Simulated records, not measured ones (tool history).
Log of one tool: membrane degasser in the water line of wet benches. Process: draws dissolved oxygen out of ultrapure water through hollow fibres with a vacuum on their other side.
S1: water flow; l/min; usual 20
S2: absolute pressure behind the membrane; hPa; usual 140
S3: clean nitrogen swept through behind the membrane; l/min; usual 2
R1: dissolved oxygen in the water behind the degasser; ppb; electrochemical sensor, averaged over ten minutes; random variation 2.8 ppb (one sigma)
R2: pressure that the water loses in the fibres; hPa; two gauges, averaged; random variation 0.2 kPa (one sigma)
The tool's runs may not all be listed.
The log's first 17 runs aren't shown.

| run | hour | S1 | S2 | S3 | R1 | R2 |
|---|---|---|---|---|---|---|
| 18 | 1456.3 | 17 | 140 | 4.02 | 155.7 | 413.1 |
| 19 | 1555.3 | 20 | 91 | 2.15 | 210 | 488.2 |
|  | 1586 | vacuum gauge calibrated, once more |
| 20 | 1626.7 | 20 | 91 | 2.15 | 204.1 | 485.1 |
| 21 | 1682.6 | 20 | 91 | 2.15 | 207.2 | 485.6 |
| 22 | 1729.6 | 18 | 266 | 4.46 | 279.3 | 435.3 |
| 23 | 1831.7 | 16 | 140 | 1.4 | 316.6 | 386.5 |
| 24 | 1931.9 | 16 | 126 | 3.93 | 125.5 | 389.6 |
| 25 | 2002.5 | 16 | 96 | 0.99 | 267.1 | 394.3 |
| 26 | 2061.6 | 12 | 140 | 3.57 | 100.5 | 292.8 |
| 27 | 2117.5 | 12 | 140 | 3.57 | 100.2 | 294.3 |
| 28 | 2222.2 | 17 | 93 | 3.63 | 113.8 | 417.7 |
| 29 | 2315.6 | 17 | 93 | 3.63 | 113.2 | 419.2 |
| 30 | 2423.3 | 20 | 135 | 2.15 | 303.9 | 491.9 |
| 31 | 2511.6 | 20 | 135 | 2.15 | 308.6 | 491.9 |

Forecast each of these 3 alternatives for the next run:
| A | 2556.9 | 29 | 327 | 2 | ? | ? |
| B | 2556.9 | 17 | 331 | 1.63 | ? | ? |
| C | 2556.9 | 20 | 140 | 2.3 | ? | ? |

| run | R1 | R2 |
|---|---|---|
| A | 1110.7 | 715.8 |
| B | 723.1 | 417.7 |
| C | 299.2 | 491.8 |
Without the tool's hidden state the same runs would have given:
| run | R1 | R2 |
|---|---|---|
| A | 1062.3 | 677.6 |
| B | 698.5 | 395.4 |
| C | 276.1 | 465.5 |
